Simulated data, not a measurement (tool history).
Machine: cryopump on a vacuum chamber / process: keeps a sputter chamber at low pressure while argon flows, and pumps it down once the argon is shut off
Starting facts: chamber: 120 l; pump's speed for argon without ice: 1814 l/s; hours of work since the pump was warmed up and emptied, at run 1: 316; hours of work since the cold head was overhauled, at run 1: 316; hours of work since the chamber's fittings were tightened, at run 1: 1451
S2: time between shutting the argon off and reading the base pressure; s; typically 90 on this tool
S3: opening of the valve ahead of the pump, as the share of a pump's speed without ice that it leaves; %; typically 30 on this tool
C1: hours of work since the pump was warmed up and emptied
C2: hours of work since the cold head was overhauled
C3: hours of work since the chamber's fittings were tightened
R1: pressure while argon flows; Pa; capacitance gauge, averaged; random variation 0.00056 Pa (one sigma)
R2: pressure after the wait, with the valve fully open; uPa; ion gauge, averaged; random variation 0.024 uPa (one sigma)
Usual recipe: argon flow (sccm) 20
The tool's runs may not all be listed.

run 1 day=0.000 | argon_flow_(sccm)=20 S2=90 S3=30 | C1=316 C2=316 C3=1451 | R1=0.0643 R2=1.81
run 2 day=1.433 | argon_flow_(sccm)=20 S2=90 S3=30 | C1=342 C2=342 C3=1476 | R1=0.0647 R2=1.84
run 3 day=3.442 | argon_flow_(sccm)=20 S2=90 S3=30 | C1=378 C2=378 C3=1513 | R1=0.0646 R2=1.95
run 4 day=5.171 | argon_flow_(sccm)=20 S2=90 S3=30 | C1=409 C2=409 C3=1544 | R1=0.0649 R2=1.87
run 5 day=7.342 | argon_flow_(sccm)=22 S2=90 S3=30 | C1=448 C2=448 C3=1583 | R1=0.0715 R2=1.94
run 6 day=9.871 | argon_flow_(sccm)=20 S2=121 S3=30 | C1=494 C2=494 C3=1629 | R1=0.0667 R2=1.80
run 7 day=12.429 | argon_flow_(sccm)=26 S2=121 S3=30 | C1=540 C2=540 C3=1675 | R1=0.0865 R2=1.87
run 8 day=13.688 | argon_flow_(sccm)=26 S2=121 S3=30 | C1=563 C2=563 C3=1698 | R1=0.0864 R2=1.83
run 9 day=15.096 | argon_flow_(sccm)=26 S2=121 S3=30 | C1=588 C2=588 C3=1723 | R1=0.0868 R2=1.82
run 10 day=17.583 | argon_flow_(sccm)=26 S2=121 S3=16 | C1=633 C2=633 C3=1768 | R1=0.1589 R2=2.01
-- day=19.354 leaking fittings of the chamber tightened, without venting
run 11 day=19.867 | argon_flow_(sccm)=26 S2=121 S3=16 | C1=673 C2=673 C3=9 | R1=0.1599 R2=0.79
run 12 day=21.679 | argon_flow_(sccm)=26 S2=121 S3=16 | C1=705 C2=705 C3=42 | R1=0.1589 R2=0.81
run 13 day=23.512 | argon_flow_(sccm)=20 S2=90 S3=22 | C1=739 C2=739 C3=75 | R1=0.0911 R2=1.06
run 14 day=25.633 | argon_flow_(sccm)=12 S2=90 S3=18 | C1=777 C2=777 C3=113 | R1=0.0667 R2=1.13
run 15 day=27.542 | argon_flow_(sccm)=12 S2=90 S3=18 | C1=811 C2=811 C3=148 | R1=0.0669 R2=1.13
run 16 day=28.592 | argon_flow_(sccm)=20 S2=90 S3=15 | C1=830 C2=830 C3=167 | R1=0.1329 R2=1.13
-- day=30.958 pump warmed up, emptied and cooled again
run 17 day=30.967 | argon_flow_(sccm)=20 S2=90 S3=15 | C1=0 C2=869 C3=206 | R1=0.1243 R2=1.02
run 18 day=33.038 | argon_flow_(sccm)=20 S2=90 S3=15 | C1=38 C2=907 C3=243 | R1=0.1235 R2=1.07
run 19 day=35.338 | argon_flow_(sccm)=20 S2=78 S3=25 | C1=79 C2=948 C3=285 | R1=0.0743 R2=1.21
run 20 day=37.433 | argon_flow_(sccm)=20 S2=78 S3=25 | C1=117 C2=986 C3=323 | R1=0.0762 R2=1.27
run 21 day=39.958 | argon_flow_(sccm)=20 S2=78 S3=25 | C1=162 C2=1032 C3=368 | R1=0.0760 R2=1.23
run 22 day=41.825 | argon_flow_(sccm)=29 S2=285 S3=30 | C1=196 C2=1065 C3=402 | R1=0.0929 R2=0.66
run 23 day=43.229 | argon_flow_(sccm)=29 S2=285 S3=30 | C1=221 C2=1091 C3=427 | R1=0.0914 R2=0.72
run 24 day=44.875 | argon_flow_(sccm)=17 S2=278 S3=29 | C1=251 C2=1120 C3=457 | R1=0.0565 R2=0.70
run 25 day=46.388 | argon_flow_(sccm)=17 S2=278 S3=29 | C1=278 C2=1148 C3=484 | R1=0.0576 R2=0.74
run 26 day=48.642 | argon_flow_(sccm)=28 S2=125 S3=30 | C1=319 C2=1188 C3=525 | R1=0.0918 R2=1.07

Entry by entry between the runs, the difference in hidden state between the last listed run before and the first listed run after:
After run 10, before run 11: leaking fittings of the chamber tightened, without venting (day 19.354)
  pump's speed, % of a pump's without ice: 77.9 -> 76.4; cold plate's temperature, K: 12.37 -> 12.39; leak into the chamber, uPa l/s: 1957 -> 345
  difference, measured minus the result without the unlogged condition, R1: +0.0072 -> +0.0078 Pa; R2: +1.27 -> +0.08 uPa
After run 16, before run 17: pump warmed up, emptied and cooled again (day 30.958)
  pump's speed, % of a pump's without ice: 70.4 -> 99.6; cold plate's temperature, K: 12.48 -> 12.5; leak into the chamber, uPa l/s: 493 -> 528
  difference, measured minus the result without the unlogged condition, R1: +0.0082 -> +0.0003 Pa; R2: +0.22 -> +0.13 uPa
